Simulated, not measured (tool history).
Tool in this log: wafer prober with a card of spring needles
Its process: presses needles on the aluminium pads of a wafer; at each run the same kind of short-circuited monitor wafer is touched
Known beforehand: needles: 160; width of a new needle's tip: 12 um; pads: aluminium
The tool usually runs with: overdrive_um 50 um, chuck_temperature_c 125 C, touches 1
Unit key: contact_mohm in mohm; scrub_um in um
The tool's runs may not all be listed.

| run | day | overdrive_um | chuck_temperature_c | touches | contact_mohm | scrub_um |
|---|---|---|---|---|---|---|
| 1 | 0.000 | 50 | 125 | 1 | 278 | 7.69 |
|  | 0.633 | tips cleaned on abrasive film |
|  | 1.579 | tips cleaned on abrasive film |
| 2 | 2.096 | 50 | 125 | 1 | 312 | 7.68 |
|  | 2.592 | tips cleaned on abrasive film |
|  | 3.471 | tips cleaned on abrasive film |
| 3 | 4.096 | 44 | 125 | 1 | 370 | 6.73 |
|  | 4.479 | tips cleaned on abrasive film |
|  | 5.404 | tips cleaned on abrasive film |
| 4 | 5.438 | 50 | 125 | 2 | 143 | 7.66 |
|  | 5.658 | height of the first contact set anew |
|  | 6.275 | tips cleaned on abrasive film |
| 5 | 6.971 | 50 | 125 | 1 | 335 | 7.72 |
|  | 7.179 | tips cleaned on abrasive film |
|  | 8.150 | tips cleaned on abrasive film |
| 6 | 8.300 | 50 | 125 | 1 | 210 | 7.73 |
|  | 9.017 | tips cleaned on abrasive film |
| 7 | 9.612 | 50 | 125 | 1 | 337 | 7.70 |
|  | 9.908 | tips cleaned on abrasive film |
| 8 | 10.525 | 50 | 125 | 1 | 315 | 7.69 |
|  | 10.858 | tips cleaned on abrasive film |
|  | 11.804 | tips cleaned on abrasive film |
| 9 | 12.621 | 50 | 125 | 1 | 354 | 7.70 |
|  | 12.779 | tips cleaned on abrasive film |
|  | 13.750 | tips cleaned on abrasive film |
| 10 | 14.400 | 34 | 125 | 1 | 550 | 5.19 |
|  | 14.608 | tips cleaned on abrasive film |
|  | 15.658 | tips cleaned on abrasive film |
| 11 | 15.967 | 40 | 125 | 1 | 334 | 6.13 |
|  | 16.321 | height of the first contact set anew |
|  | 16.600 | tips cleaned on abrasive film |
|  | 17.492 | tips cleaned on abrasive film |
| 12 | 17.492 | 50 | 125 | 1 | 149 | 7.73 |
|  | 18.458 | tips cleaned on abrasive film |
|  | 19.462 | tips cleaned on abrasive film |
| 13 | 19.462 | 50 | 125 | 1 | 137 | 7.73 |
|  | 20.325 | tips cleaned on abrasive film |
|  | 21.238 | tips cleaned on abrasive film |
| 14 | 21.238 | 51 | 125 | 1 | 129 | 7.86 |
|  | 22.267 | tips cleaned on abrasive film |
|  | 23.229 | tips cleaned on abrasive film |
| 15 | 23.317 | 50 | 25 | 1 | 193 | 7.69 |
|  | 24.192 | tips cleaned on abrasive film |
|  | 25.088 | tips cleaned on abrasive film |
| 16 | 25.121 | 50 | 25 | 1 | 152 | 7.67 |
|  | 26.054 | tips cleaned on abrasive film |
|  | 26.862 | height of the first contact set anew |
| 17 | 26.862 | 40 | 124 | 1 | 481 | 6.18 |
|  | 27.012 | tips cleaned on abrasive film |
|  | 27.904 | tips cleaned on abrasive film |
|  | 28.938 | tips cleaned on abrasive film |
| 18 | 28.938 | 35 | 29 | 2 | 140 | 5.40 |
|  | 29.804 | tips cleaned on abrasive film |
| 19 | 29.925 | 35 | 112 | 2 | 208 | 5.40 |
|  | 30.708 | tips cleaned on abrasive film |
|  | 31.654 | tips cleaned on abrasive film |
| 20 | 31.704 | 35 | 112 | 2 | 175 | 5.37 |
|  | 32.533 | tips cleaned on abrasive film |
|  | 33.454 | tips cleaned on abrasive film |
| 21 | 33.675 | 69 | 65 | 3 | 139 | 10.63 |
|  | 34.333 | tips cleaned on abrasive film |
|  | 35.233 | tips cleaned on abrasive film |
| 22 | 35.479 | 50 | 36 | 1 | 277 | 7.66 |
|  | 36.142 | tips cleaned on abrasive film |
| 23 | 36.908 | 32 | 125 | 2 | 457 | 4.88 |
|  | 37.021 | tips cleaned on abrasive film |
|  | 37.425 | height of the first contact set anew |
|  | 37.900 | tips cleaned on abrasive film |
| 24 | 38.267 | 32 | 125 | 2 | 360 | 4.93 |
|  | 38.900 | tips cleaned on abrasive film |
| 25 | 39.346 | 34 | 125 | 1 | 498 | 5.25 |
|  | 39.850 | tips cleaned on abrasive film |
| 26 | 40.271 | 68 | 37 | 1 | 231 | 10.52 |
|  | 40.796 | tips cleaned on abrasive film |
|  | 41.700 | tips cleaned on abrasive film |
| 27 | 42.271 | 42 | 94 | 2 | 297 | 6.47 |
|  | 42.642 | tips cleaned on abrasive film |
|  | 43.629 | tips cleaned on abrasive film |
| 28 | 44.088 | 57 | 94 | 1 | 276 | 8.78 |
|  | 44.488 | tips cleaned on abrasive film |
|  | 45.475 | tips cleaned on abrasive film |
| 29 | 46.042 | 57 | 94 | 1 | 300 | 8.75 |
|  | 46.483 | tips cleaned on abrasive film |
| 30 | 47.208 | 63 | 125 | 3 | 177 | 9.69 |
|  | 47.362 | tips cleaned on abrasive film |
|  | 47.975 | height of the first contact set anew |
|  | 48.267 | tips cleaned on abrasive film |
| 31 | 48.383 | 46 | 92 | 1 | 242 | 7.12 |

Here are 4 independent what-if runs from the current tool condition. What would each one return?
|  | 49.179 | tips cleaned on abrasive film |
| A | 49.738 | 50 | 59 | 2 | ? | ? |
|  | 49.179 | tips cleaned on abrasive film |
| B | 49.738 | 62 | 125 | 1 | ? | ? |
|  | 49.179 | tips cleaned on abrasive film |
| C | 49.738 | 41 | 92 | 2 | ? | ? |
|  | 49.179 | tips cleaned on abrasive film |
| D | 49.738 | 60 | 55 | 1 | ? | ? |

| run | contact_mohm | scrub_um |
|---|---|---|
| A | 263 | 7.73 |
| B | 275 | 9.58 |
| C | 319 | 6.35 |
| D | 294 | 9.28 |
The same runs, with their run-to-run variation unchanged, on a tool lacking any hidden condition would have given:
| run | contact_mohm | scrub_um |
|---|---|---|
| A | 111 | 7.74 |
| B | 117 | 9.59 |
| C | 117 | 6.37 |
| D | 109 | 9.29 |
